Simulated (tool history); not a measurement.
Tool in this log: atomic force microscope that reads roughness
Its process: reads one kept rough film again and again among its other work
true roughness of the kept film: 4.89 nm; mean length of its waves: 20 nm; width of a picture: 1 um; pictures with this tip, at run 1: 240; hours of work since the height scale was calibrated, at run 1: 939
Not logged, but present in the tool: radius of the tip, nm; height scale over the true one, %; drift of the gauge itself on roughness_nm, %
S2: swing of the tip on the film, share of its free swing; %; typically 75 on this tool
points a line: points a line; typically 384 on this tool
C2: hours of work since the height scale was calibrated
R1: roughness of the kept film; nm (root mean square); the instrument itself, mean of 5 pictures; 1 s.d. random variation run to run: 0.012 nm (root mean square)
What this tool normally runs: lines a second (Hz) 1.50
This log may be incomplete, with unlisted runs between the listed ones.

run 1 hour=0.0 | lines_a_second_(Hz)=1.50 S2=75 points_a_line=384 | pictures_with_this_tip=240 C2=939 | R1=1.488
-- hour=23.7 new tip fitted
run 2 hour=52.0 | lines_a_second_(Hz)=1.50 S2=75 points_a_line=679 | pictures_with_this_tip=67 C2=976 | R1=2.356
run 3 hour=90.7 | lines_a_second_(Hz)=1.50 S2=75 points_a_line=679 | pictures_with_this_tip=160 C2=1004 | R1=1.831
run 4 hour=144.2 | lines_a_second_(Hz)=1.50 S2=75 points_a_line=679 | pictures_with_this_tip=289 C2=1042 | R1=1.424
-- hour=148.0 new tip fitted
-- hour=149.0 height scale calibrated on a step standard
run 5 hour=197.0 | lines_a_second_(Hz)=1.50 S2=75 points_a_line=439 | pictures_with_this_tip=116 C2=34 | R1=2.008
run 6 hour=220.6 | lines_a_second_(Hz)=1.50 S2=75 points_a_line=384 | pictures_with_this_tip=172 C2=51 | R1=1.736
-- hour=231.1 height scale calibrated on a step standard, once more
-- hour=273.1 new tip fitted
run 7 hour=273.1 | lines_a_second_(Hz)=3.06 S2=69 points_a_line=414 | pictures_with_this_tip=0 C2=30 | R1=2.841
run 8 hour=304.6 | lines_a_second_(Hz)=2.99 S2=67 points_a_line=398 | pictures_with_this_tip=75 C2=52 | R1=2.303
run 9 hour=339.0 | lines_a_second_(Hz)=1.50 S2=66 points_a_line=384 | pictures_with_this_tip=158 C2=77 | R1=1.944
run 10 hour=362.6 | lines_a_second_(Hz)=1.94 S2=61 points_a_line=555 | pictures_with_this_tip=214 C2=94 | R1=1.750
-- hour=397.0 new tip fitted
run 11 hour=402.0 | lines_a_second_(Hz)=3.55 S2=72 points_a_line=384 | pictures_with_this_tip=12 C2=122 | R1=2.507
run 12 hour=449.9 | lines_a_second_(Hz)=3.55 S2=72 points_a_line=384 | pictures_with_this_tip=127 C2=156 | R1=1.815

Across each entry between runs, compare the hidden state at the last listed run before it with the hidden state at the first listed run after it:
From run 1 to run 2: new tip fitted (hour 23.7)
  radius of the tip, nm: 39.4 -> 17.9; height scale over the true one, %: -1.34 -> -1.38
  measured less the result without the state, R1: -1.469 -> -0.648 nm (root mean square)
From run 4 to run 5: new tip fitted (hour 148.0); height scale calibrated on a step standard (hour 149.0)
  radius of the tip, nm: 42.7 -> 23.8; height scale over the true one, %: -1.48 -> -2.18
  measured less the result without the state, R1: -1.568 -> -0.962 nm (root mean square)
From run 6 to run 7: height scale calibrated on a step standard, once more (hour 231.1); new tip fitted (hour 273.1)
  radius of the tip, nm: 30.7 -> 10; height scale over the true one, %: -2.2 -> -0.2
  measured less the result without the state, R1: -1.232 -> -0.010 nm (root mean square)
From run 10 to run 11: new tip fitted (hour 397.0)
  radius of the tip, nm: 33.4 -> 12.4; height scale over the true one, %: -0.29 -> -0.33
  measured less the result without the state, R1: -1.342 -> -0.205 nm (root mean square)

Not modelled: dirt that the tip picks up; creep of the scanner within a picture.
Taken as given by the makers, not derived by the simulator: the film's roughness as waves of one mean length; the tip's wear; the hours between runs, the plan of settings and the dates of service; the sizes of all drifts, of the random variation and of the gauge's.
